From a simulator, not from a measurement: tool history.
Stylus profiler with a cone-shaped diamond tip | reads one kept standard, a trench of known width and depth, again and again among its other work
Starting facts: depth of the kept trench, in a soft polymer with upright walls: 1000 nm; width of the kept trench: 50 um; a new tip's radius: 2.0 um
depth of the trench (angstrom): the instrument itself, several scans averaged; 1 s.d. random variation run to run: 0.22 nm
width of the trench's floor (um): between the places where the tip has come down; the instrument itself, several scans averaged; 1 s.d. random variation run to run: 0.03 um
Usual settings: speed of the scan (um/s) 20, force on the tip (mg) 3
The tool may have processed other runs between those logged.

run,hour,speed of the scan (um/s),force on the tip (mg),depth of the trench (angstrom),width of the trench's floor (um)
1,0,20,3,10075,46.23
2,57.7,20,3,10071.6,46.2
3,86,20,1.76,10052.5,46.15
4,111.3,20,1.76,10054,46.18
# hour 117.3: height scale calibrated on a step standard
5,169.5,20,1.76,10057.2,46.1
6,198.1,62,1.76,10053.6,45.91
7,252.6,48,6.02,10115.1,46.09
8,282.5,7,3.87,10088.3,46.17
9,322.3,20,4.71,10096.6,46.1
10,368.5,15,6,10120.8,46.08
11,407,15,4.69,10100.3,46.1

Branching from run 11: 4 alternative next runs. What would each branch give?
# hour 431.1: height scale calibrated on a step standard, once more
A,462.7,15,3.6,?,?
# hour 431.1: height scale calibrated on a step standard, once more
B,462.7,15,2.72,?,?
# hour 431.1: height scale calibrated on a step standard, once more
C,462.7,7,2.38,?,?
# hour 431.1: height scale calibrated on a step standard, once more
D,462.7,12,1.27,?,?

run,depth of the trench (angstrom),width of the trench's floor (um)
A,10073.4,46.06
B,10060.5,46.03
C,10052.1,46.12
D,10036.7,46.01
Without the tool's unlogged condition, the same runs would have read:
run,depth of the trench (angstrom),width of the trench's floor (um)
A,10075.9,46.48
B,10063,46.44
C,10054.6,46.53
D,10039.2,46.43

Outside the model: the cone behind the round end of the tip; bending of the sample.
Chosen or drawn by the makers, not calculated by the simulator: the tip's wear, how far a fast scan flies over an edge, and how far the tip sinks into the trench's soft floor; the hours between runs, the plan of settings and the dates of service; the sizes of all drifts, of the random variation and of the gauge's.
